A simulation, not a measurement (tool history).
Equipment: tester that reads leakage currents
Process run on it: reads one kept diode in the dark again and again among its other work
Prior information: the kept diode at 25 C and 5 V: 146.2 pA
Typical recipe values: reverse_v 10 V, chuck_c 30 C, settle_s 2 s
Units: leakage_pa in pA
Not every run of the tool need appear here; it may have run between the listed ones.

run      day  reverse_v  chuck_c  settle_s  leakage_pa
  1        0         10       30         2      259.23
  2    6.988         10       30         2       259.3
  3   15.533         10       56         2     1379.37
  4   23.621         10       56         2     1382.71
  5     30.1         10       56         2     1380.69
  6   34.096         10       56         2     1372.31
      35.571  -- chuck's temperature calibrated
  7   42.633         10       56         2     1382.99
  8   50.333         10       30         2      258.22
  9   57.296         10       30         2      258.46
 10   61.692         10       30         2      259.24
 11   66.475         10       58         2     1550.09
 12   71.471         10       30         2         260
 13   79.721         10       30      6.25      259.41
      85.892  -- tester calibrated
 14   87.742         10       30         2      258.47
 15   96.988         10       30         2      258.14
 16  101.096         10       30         2      258.95
 17  106.908         10       30         2      259.86
 18  113.942         10       30         2      258.53
 19  118.921         10       30      0.67      260.54
 20  123.567         10       30      0.67      260.42
 21  130.983         10       30      0.67       259.4
 22  135.412         10       30      0.67      260.22
     141.129  -- probe card cleaned and baked
 23  142.683       19.8       30         2      320.62
 24  151.938         10       50       0.4      959.51
 25  159.392         10       50       0.4      960.39
 26  168.958         10       50       0.4      963.83
 27  177.704        1.2       27      7.89      108.87
     180.342  -- chuck's temperature calibrated
 28  183.929         10       49      2.53      901.55
 29  190.383        1.1       48      1.53      429.11
 30  194.333       16.6       30      9.72      304.02
 31  201.329         10       46      0.87      747.98
 32  206.167         10       46      0.87      748.47
 33  214.112        1.3       25      5.57       96.65
 34  219.775       18.7       22      0.46      181.37
 35  228.988        1.9       22      0.41       87.75
 36  237.083        5.1       43       2.1      502.18
 37  243.717        5.1       43       2.1      503.06
 38  251.933       11.7       30       0.4      275.47
     254.954  -- tester calibrated
 39  260.496       11.7       30       0.4      273.97

Hidden state or all else? Some run-to-run changes of leakage_pa, split into what the settings, what came in and random variation would give without the hidden state, and what is left for the hidden state (with any gauge scatter that isn't in both results):
Hidden state present: stray current of the dirty probe card, pA a volt; current scale over the true one, %; true chuck temperature over the reading, C; drift of the gauge itself on leakage_pa, %.
Run 2 -> 3: chuck_c 30 -> 56. leakage_pa +1120.07 pA: hidden state -1.51, all else +1121.58.
Run 6 -> 7: chuck's temperature calibrated. leakage_pa +10.68 pA: hidden state +2.11, all else +8.57.
Run 7 -> 8: chuck_c 56 -> 30. leakage_pa -1124.77 pA: hidden state +0.03, all else -1124.8.
Run 10 -> 11: chuck_c 30 -> 58. leakage_pa +1290.85 pA: hidden state -0.37, all else +1291.22.
Run 11 -> 12: chuck_c 58 -> 30. leakage_pa -1290.09 pA: hidden state +0.35, all else -1290.44.
Run 26 -> 27: reverse_v 10 -> 1.2, chuck_c 50 -> 27, settle_s 0.4 -> 7.89. leakage_pa -854.96 pA: hidden state +1.52, all else -856.48.
